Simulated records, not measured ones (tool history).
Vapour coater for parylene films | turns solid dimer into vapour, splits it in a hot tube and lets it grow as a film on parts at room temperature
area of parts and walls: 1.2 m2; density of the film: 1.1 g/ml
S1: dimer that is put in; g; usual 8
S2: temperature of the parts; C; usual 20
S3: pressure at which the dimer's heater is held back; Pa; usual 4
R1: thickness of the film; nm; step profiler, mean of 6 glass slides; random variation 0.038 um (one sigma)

Run 1, hour 0: usual settings. Result: R1 4070 nm.
Run 2, hour 48.7: usual settings. Result: R1 4010 nm.
Run 3, hour 96.3: usual settings. Result: R1 3940 nm.
At hour 111.2: table's thermometer calibrated.
Run 4, hour 168.1: usual settings but S2 14 C. Result: R1 4700 nm.
At hour 205: trap's valve overhauled.
Run 5, hour 225.3: usual settings. Result: R1 4380 nm.
Run 6, hour 267.7: usual settings but S1 13 g. Result: R1 7040 nm.
Run 7, hour 335.5: usual settings but S1 13 g. Result: R1 6950 nm.
Run 8, hour 399.7: usual settings. Result: R1 4180 nm.
Run 9, hour 435.2: usual settings. Result: R1 4150 nm.
Run 10, hour 469.5: usual settings but S2 28 C. Result: R1 3110 nm.
Run 11, hour 519.1: usual settings but S2 27 C, S3 4.1 Pa. Result: R1 3200 nm.
Run 12, hour 589.2: usual settings but S2 27 C, S3 4.1 Pa. Result: R1 3110 nm.
Run 13, hour 620.6: usual settings but S1 4 g, S3 2.85 Pa. Result: R1 2070 nm.
Run 14, hour 675: usual settings but S1 4 g, S3 2.85 Pa. Result: R1 2010 nm.
At hour 714.5: trap's valve overhauled.
Run 15, hour 732.4: usual settings but S2 19 C, S3 3.77 Pa. Result: R1 4520 nm.
Run 16, hour 777.7: usual settings but S1 5 g, S3 7.73 Pa. Result: R1 2500 nm.
Run 17, hour 837.8: usual settings but S1 4 g, S2 21 C. Result: R1 2050 nm.
Run 18, hour 887.7: usual settings but S2 14 C, S3 3.87 Pa. Result: R1 5250 nm.
Run 19, hour 936.6: usual settings but S2 14 C, S3 3.87 Pa. Result: R1 5190 nm.

The same runs without the tool's hidden state, with the same run-to-run variation:
The hidden state here: vapour lost through the trap's worn valve, %; true temperature of the parts over the reading, C; drift of the gauge itself on film_um, %.
run    R1
  1  4350
  2  4340
  3  4330
  4  5370
  5  4400
  6  7150
  7  7180
  8  4390
  9  4400
 10  3330
 11  3460
 12  3440
 13  2300
 14  2270
 15  4510
 16  2530
 17  2100
 18  5450
 19  5460
